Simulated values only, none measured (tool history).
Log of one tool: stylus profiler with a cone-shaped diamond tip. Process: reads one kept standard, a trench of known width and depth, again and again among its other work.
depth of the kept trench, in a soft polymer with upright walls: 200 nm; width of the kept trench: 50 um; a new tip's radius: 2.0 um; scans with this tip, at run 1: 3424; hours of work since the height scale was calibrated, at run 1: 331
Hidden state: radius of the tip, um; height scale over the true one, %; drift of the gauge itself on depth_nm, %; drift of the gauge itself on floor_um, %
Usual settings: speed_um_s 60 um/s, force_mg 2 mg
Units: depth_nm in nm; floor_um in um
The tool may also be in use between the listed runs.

run	hour	speed_um_s	force_mg	scans with this tip	hours of work since the height scale was calibrated	depth_nm	floor_um
1	0	60	2	3424	331	201.67	47.57
2	36.8	118	2	3721	359	201.8	47.38
3	54.9	118	2	3868	374	201.88	47.33
4	88.7	60	2	4142	400	201.69	47.55
5	125	115	2	4435	428	201.86	47.28
6	156.1	169	2	4687	453	201.65	47.04
7	173.3	60	2	4826	466	201.6	47.37
8	192.4	60	2	4980	481	201.64	47.35
9	219.3	60	2	5198	502	201.66	47.32
10	242.9	60	2	5388	520	201.64	47.31
11	268.4	60	2	5595	540	201.68	47.31
12	298.4	60	1.24	5838	564	200.98	47.23
13	320.1	60	2	6013	581	201.65	47.25
14	343.3	60	2	6201	599	201.65	47.22
15	378.6	66	2	6487	627	201.73	47.13
16	396.4	60	0.79	6631	640	200.62	47.06
17	428.6	60	0.79	6892	666	200.65	47.06
18	445.4	73	0.79	7027	679	200.6	46.95
19	475.4	60	1.13	7270	702	201.08	47.12
20	506.7	60	1.13	7523	727	200.9	47.01
21	526	60	2	7679	742	201.49	47.07
22	561	60	3.15	7962	769	202.1	47.12
23	584	60	3.15	8148	787	202.17	47.07
24	610.8	19	0.99	8365	808	200.48	47.14
25	642.5	70	3.32	8622	833	202.01	46.99
26	657.7	25	2	8745	845	201.25	47.06
27	687.3	25	2	8984	868	201.35	47.04
28	714.8	50	2	9206	889	201.28	46.96
29	746.5	50	2	9463	914	201.45	46.89
30	783.3	36	1.82	9760	943	201.27	46.98
# hour 787: height scale calibrated on a step standard
31	801.2	20	1.21	9902	11	200.27	47.02
32	818.9	31	1.57	10045	25	200.9	46.85
33	854.1	16	1.66	10330	52	200.83	46.98
# hour 861: height scale calibrated on a step standard, once more
34	874	105	5.39	10487	10	203.96	46.77
35	900.6	180	0.67	10702	31	200.83	46.04
36	934.4	20	4.14	10975	57	203.17	46.89
37	959.4	20	4.14	11177	77	203.3	46.85
38	983.2	20	4.14	11370	95	203.16	46.88
39	1001	33	3.63	11514	109	202.76	46.81
40	1019	33	3.09	11659	123	202.68	46.82
41	1041.6	33	3.09	11843	141	202.46	46.77
42	1069.8	97	1.56	12071	163	201.61	46.49
43	1100.7	97	1.56	12321	187	201.46	46.4
44	1121.8	60	1.16	12491	204	201.17	46.52
45	1146.7	60	1.16	12693	223	201.17	46.5
# hour 1180.6: new tip fitted, height scale calibrated
46	1183.8	197	2.27	25	2	202.26	47.63

Some steps in depth_nm between neighbouring runs. How much of each would the tool show without its hidden state too (settings, what came in, random variation), and how much is left for the hidden state, with any gauge scatter that isn't in both results?
Run 30 -> 31: speed_um_s 36 -> 20, force_mg 1.82 -> 1.21, height scale calibrated on a step standard. depth_nm -1 nm: hidden state -0.31, all else -0.69.
Run 33 -> 34: speed_um_s 16 -> 105, force_mg 1.66 -> 5.39, height scale calibrated on a step standard, once more. depth_nm +3.13 nm: hidden state +0.96, all else +2.17.
Run 34 -> 35: speed_um_s 105 -> 180, force_mg 5.39 -> 0.67. depth_nm -3.13 nm: hidden state -0.01, all else -3.12.
Run 35 -> 36: speed_um_s 180 -> 20, force_mg 0.67 -> 4.14. depth_nm +2.34 nm: hidden state -0.02, all else +2.36.
Run 45 -> 46: speed_um_s 60 -> 197, force_mg 1.16 -> 2.27, new tip fitted, height scale calibrated. depth_nm +1.09 nm: hidden state +0.22, all else +0.87.
